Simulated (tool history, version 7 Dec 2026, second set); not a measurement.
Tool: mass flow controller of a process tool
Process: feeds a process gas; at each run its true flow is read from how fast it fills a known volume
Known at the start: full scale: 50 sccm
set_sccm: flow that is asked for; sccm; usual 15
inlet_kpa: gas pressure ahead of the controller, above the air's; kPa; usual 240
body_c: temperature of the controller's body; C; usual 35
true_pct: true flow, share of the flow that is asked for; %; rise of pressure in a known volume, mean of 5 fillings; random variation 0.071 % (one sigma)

Run 1, hour 0.0: usual settings. Result: true_pct 102.70 %.
Run 2, hour 291.6: usual settings. Result: true_pct 102.85 %.
Run 3, hour 508.1: usual settings. Result: true_pct 102.88 %.
Run 4, hour 747.1: usual settings but body_c 32 C. Result: true_pct 102.87 %.
Run 5, hour 1099.8: usual settings but body_c 32 C. Result: true_pct 102.92 %.
Run 6, hour 1367.6: usual settings but body_c 32 C. Result: true_pct 103.07 %.
Run 7, hour 1641.3: usual settings but body_c 32 C. Result: true_pct 103.23 %.
Run 8, hour 1914.6: usual settings but inlet_kpa 269 kPa. Result: true_pct 103.63 %.
Run 9, hour 2306.0: usual settings but set_sccm 45 sccm. Result: true_pct 102.29 %.
Run 10, hour 2508.1: usual settings but set_sccm 45 sccm. Result: true_pct 102.25 %.
At hour 2672.1: controller's zero set anew.
Run 11, hour 2829.9: usual settings but set_sccm 45 sccm. Result: true_pct 101.73 %.
Run 12, hour 3081.6: usual settings but set_sccm 45 sccm. Result: true_pct 101.61 %.
Run 13, hour 3288.4: usual settings but set_sccm 45 sccm. Result: true_pct 101.81 %.
Run 14, hour 3577.2: usual settings but set_sccm 45 sccm. Result: true_pct 101.85 %.
Run 15, hour 3739.2: usual settings but set_sccm 45 sccm. Result: true_pct 101.79 %.
Run 16, hour 3906.5: usual settings but set_sccm 6 sccm, body_c 20 C. Result: true_pct 102.10 %.
Run 17, hour 4172.8: usual settings but set_sccm 6 sccm, inlet_kpa 169 kPa, body_c 20 C. Result: true_pct 101.90 %.
Run 18, hour 4434.1: usual settings but set_sccm 19 sccm. Result: true_pct 102.03 %.
Run 19, hour 4604.9: usual settings but set_sccm 41 sccm, inlet_kpa 176 kPa. Result: true_pct 101.43 %.
Run 20, hour 4946.3: usual settings but set_sccm 9 sccm, inlet_kpa 211 kPa, body_c 30 C. Result: true_pct 102.52 %.
Run 21, hour 5246.0: usual settings but set_sccm 25 sccm, inlet_kpa 159 kPa, body_c 24 C. Result: true_pct 101.11 %.
Run 22, hour 5513.8: usual settings but set_sccm 25 sccm, inlet_kpa 253 kPa. Result: true_pct 102.33 %.
Run 23, hour 5677.7: usual settings but set_sccm 38 sccm, body_c 34 C. Result: true_pct 102.05 %.

Forecast each of these 4 alternatives for the next run:
Run A, hour 5842.0: usual settings but set_sccm 38 sccm, body_c 22 C. Result: true_pct ?.
Run B, hour 5842.0: usual settings but set_sccm 17 sccm, body_c 34 C. Result: true_pct ?.
Run C, hour 5842.0: usual settings but set_sccm 38 sccm, inlet_kpa 273 kPa, body_c 34 C. Result: true_pct ?.
Run D, hour 5842.0: usual settings but set_sccm 13 sccm, body_c 34 C. Result: true_pct ?.

run  true_pct
  A    101.54
  B    102.47
  C    102.28
  D    102.65
Without the tool's hidden state the same runs would have given:
run  true_pct
  A     99.95
  B    100.26
  C    100.69
  D    100.10
